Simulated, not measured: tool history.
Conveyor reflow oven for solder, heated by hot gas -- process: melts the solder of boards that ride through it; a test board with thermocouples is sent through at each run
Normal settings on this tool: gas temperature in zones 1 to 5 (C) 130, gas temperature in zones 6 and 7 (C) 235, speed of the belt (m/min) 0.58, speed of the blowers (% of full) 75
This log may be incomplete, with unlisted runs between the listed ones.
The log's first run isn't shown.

run,day,gas temperature in zones 1 to 5 (C),gas temperature in zones 6 and 7 (C),speed of the belt (m/min),speed of the blowers (% of full),highest temperature of the board (C),time above the solder's melting point (s)
2,0.304,130,235,0.58,75,211,45.72
3,0.588,130,235,0.58,75,210.8,45.63
4,0.958,130,224,0.58,75,201.8,36.18
5,1.5,130,224,0.58,75,201.8,36.13
6,1.767,130,224,0.58,75,202,36.31
# day 2.458: flux residue cleaned out of gas plates and filters
7,2.458,130,235,0.58,75,212.7,47.71
8,2.75,130,235,0.58,75,212.7,47.74
# day 2.95: belt drive overhauled, speed set with a stopwatch
9,3.254,130,235,0.58,75,213,47.83
10,3.688,130,235,0.58,75,212.7,47.82
11,4.112,130,235,0.58,75,212.9,47.85
# day 4.533: belt drive overhauled, speed set with a stopwatch, once more
12,4.667,130,235,0.58,75,212.6,47.02
13,5.2,130,235,0.58,75,212.2,47.08
14,5.679,130,235,0.58,75,212.6,47.13
15,6.242,130,235,0.58,75,212.5,46.87

What will run 16 give?
16,6.783,130,235,0.58,75,?,?

{"run 16": {"highest temperature of the board (C)": 212.4, "time above the solder's melting point (s)": 46.9}}
With no hidden state in the tool, this same run would have given highest temperature of the board (C) 213.9, time above the solder's melting point (s) 48.26.
